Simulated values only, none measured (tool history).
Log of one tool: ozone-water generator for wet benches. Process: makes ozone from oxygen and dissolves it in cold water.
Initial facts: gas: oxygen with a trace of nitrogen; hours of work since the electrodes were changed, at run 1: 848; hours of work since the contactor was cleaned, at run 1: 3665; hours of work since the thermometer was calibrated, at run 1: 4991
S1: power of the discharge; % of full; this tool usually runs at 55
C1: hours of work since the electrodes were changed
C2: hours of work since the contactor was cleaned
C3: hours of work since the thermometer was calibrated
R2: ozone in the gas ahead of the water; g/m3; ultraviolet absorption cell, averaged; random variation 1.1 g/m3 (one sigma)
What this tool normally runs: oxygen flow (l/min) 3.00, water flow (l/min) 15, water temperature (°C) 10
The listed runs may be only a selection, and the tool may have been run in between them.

Run 1, day 0.000: usual settings; C1 848; C2 3665; C3 4991. Result: dissolved ozone (ppm) 22.5, R2 195.2 g/m3.
Run 2, day 0.888: usual settings; C1 862; C2 3679; C3 5005. Result: dissolved ozone (ppm) 22.3, R2 193.4 g/m3.
Run 3, day 1.958: usual settings; C1 879; C2 3696; C3 5022. Result: dissolved ozone (ppm) 22.4, R2 194.8 g/m3.
Run 4, day 3.262: usual settings but oxygen flow (l/min) 1.52; C1 900; C2 3717; C3 5043. Result: dissolved ozone (ppm) 21.2, R2 304.8 g/m3.
Run 5, day 4.067: usual settings but water flow (l/min) 18; C1 912; C2 3729; C3 5055. Result: dissolved ozone (ppm) 19.0, R2 193.8 g/m3.
Run 6, day 4.842: usual settings; C1 925; C2 3742; C3 5068. Result: dissolved ozone (ppm) 22.2, R2 195.2 g/m3.
Run 7, day 5.712: usual settings but water temperature (°C) 14; C1 938; C2 3756; C3 5081. Result: dissolved ozone (ppm) 21.4, R2 193.7 g/m3.
Run 8, day 6.888: usual settings; C1 957; C2 3774; C3 5100. Result: dissolved ozone (ppm) 22.3, R2 195.0 g/m3.
Run 9, day 7.571: usual settings; C1 968; C2 3785; C3 5111. Result: dissolved ozone (ppm) 22.2, R2 193.6 g/m3.
Run 10, day 8.379: usual settings; C1 981; C2 3798; C3 5124. Result: dissolved ozone (ppm) 22.5, R2 191.7 g/m3.
Run 11, day 9.267: usual settings; C1 995; C2 3812; C3 5138. Result: dissolved ozone (ppm) 22.4, R2 193.9 g/m3.
Run 12, day 10.029: usual settings; C1 1007; C2 3824; C3 5150. Result: dissolved ozone (ppm) 22.2, R2 195.6 g/m3.
Run 13, day 10.662: usual settings but S1 45 % of full; C1 1017; C2 3834; C3 5160. Result: dissolved ozone (ppm) 20.2, R2 171.9 g/m3.
Run 14, day 12.079: usual settings but S1 42 % of full; C1 1039; C2 3856; C3 5182. Result: dissolved ozone (ppm) 19.2, R2 165.8 g/m3.
Run 15, day 13.454: usual settings but S1 42 % of full; C1 1061; C2 3878; C3 5204. Result: dissolved ozone (ppm) 19.4, R2 165.2 g/m3.
Run 16, day 14.029: usual settings but S1 41 % of full; C1 1070; C2 3887; C3 5213. Result: dissolved ozone (ppm) 19.3, R2 165.5 g/m3.
Run 17, day 15.067: usual settings but S1 95 % of full, oxygen flow (l/min) 1.85, water flow (l/min) 11, water temperature (°C) 9; C1 1087; C2 3904; C3 5230. Result: dissolved ozone (ppm) 39.5, R2 360.9 g/m3.
Run 18, day 15.825: usual settings but S1 95 % of full, oxygen flow (l/min) 1.85, water flow (l/min) 11, water temperature (°C) 9; C1 1098; C2 3916; C3 5242. Result: dissolved ozone (ppm) 39.8, R2 359.6 g/m3.
Run 19, day 16.979: usual settings but S1 95 % of full, oxygen flow (l/min) 1.85, water flow (l/min) 11, water temperature (°C) 9; C1 1117; C2 3934; C3 5260. Result: dissolved ozone (ppm) 39.7, R2 361.6 g/m3.
Run 20, day 18.229: usual settings but oxygen flow (l/min) 3.88; C1 1137; C2 3954; C3 5280. Result: dissolved ozone (ppm) 22.4, R2 162.1 g/m3.
Run 21, day 18.825: usual settings but oxygen flow (l/min) 3.88; C1 1146; C2 3963; C3 5289. Result: dissolved ozone (ppm) 22.6, R2 162.3 g/m3.
Run 22, day 19.579: usual settings but water temperature (°C) 18; C1 1158; C2 3975; C3 5301. Result: dissolved ozone (ppm) 20.3, R2 193.0 g/m3.
Run 23, day 20.346: usual settings but water flow (l/min) 10; C1 1170; C2 3987; C3 5313. Result: dissolved ozone (ppm) 30.7, R2 192.7 g/m3.
Run 24, day 20.996: usual settings but S1 41 % of full; C1 1180; C2 3998; C3 5323. Result: dissolved ozone (ppm) 19.1, R2 163.5 g/m3.
Run 25, day 21.638: usual settings but S1 41 % of full; C1 1191; C2 4008; C3 5334. Result: dissolved ozone (ppm) 19.1, R2 162.4 g/m3.
Run 26, day 22.812: usual settings but oxygen flow (l/min) 4.22, water temperature (°C) 9; C1 1209; C2 4026; C3 5352. Result: dissolved ozone (ppm) 22.5, R2 153.0 g/m3.
Run 27, day 24.129: usual settings but oxygen flow (l/min) 4.25, water flow (l/min) 21; C1 1230; C2 4047; C3 5373. Result: dissolved ozone (ppm) 17.0, R2 152.5 g/m3.
Run 28, day 25.283: usual settings but oxygen flow (l/min) 4.25, water flow (l/min) 21; C1 1248; C2 4065; C3 5391. Result: dissolved ozone (ppm) 16.9, R2 151.5 g/m3.
Run 29, day 25.942: usual settings but oxygen flow (l/min) 4.25, water flow (l/min) 21; C1 1259; C2 4076; C3 5402. Result: dissolved ozone (ppm) 17.0, R2 153.8 g/m3.
Run 30, day 26.875: usual settings but oxygen flow (l/min) 4.25, water flow (l/min) 21; C1 1273; C2 4091; C3 5417. Result: dissolved ozone (ppm) 16.8, R2 150.8 g/m3.
Run 31, day 27.929: usual settings but oxygen flow (l/min) 4.25, water flow (l/min) 14, water temperature (°C) 15; C1 1290; C2 4107; C3 5433. Result: dissolved ozone (ppm) 21.5, R2 151.4 g/m3.

Each row is a separate what-if for the run after 31, all from the same tool condition, not one after another. Results?
Run A, day 28.671: usual settings but S1 90 % of full, oxygen flow (l/min) 3.47, water flow (l/min) 14, water temperature (°C) 16; C1 1302; C2 4119; C3 5445. Result: dissolved ozone (ppm) ?, R2 ?.
Run B, day 28.671: usual settings but S1 81 % of full, oxygen flow (l/min) 4.25, water flow (l/min) 19, water temperature (°C) 15; C1 1302; C2 4119; C3 5445. Result: dissolved ozone (ppm) ?, R2 ?.
Run C, day 28.671: usual settings but oxygen flow (l/min) 1.97, water flow (l/min) 13, water temperature (°C) 15; C1 1302; C2 4119; C3 5445. Result: dissolved ozone (ppm) ?, R2 ?.
Run D, day 28.671: usual settings but S1 84 % of full, oxygen flow (l/min) 2.70, water flow (l/min) 9, water temperature (°C) 15; C1 1302; C2 4119; C3 5445. Result: dissolved ozone (ppm) ?, R2 ?.

run  dissolved ozone (ppm)     R2
  A                   28.8  229.3
  B                   21.4  186.6
  C                   24.0  251.4
  D                   39.6  259.3
With the hidden condition removed and each run's random variation left untouched, the same runs would have given:
run  dissolved ozone (ppm)     R2
  A                   28.9  234.4
  B                   21.5  190.7
  C                   24.0  257.0
  D                   39.6  265.1
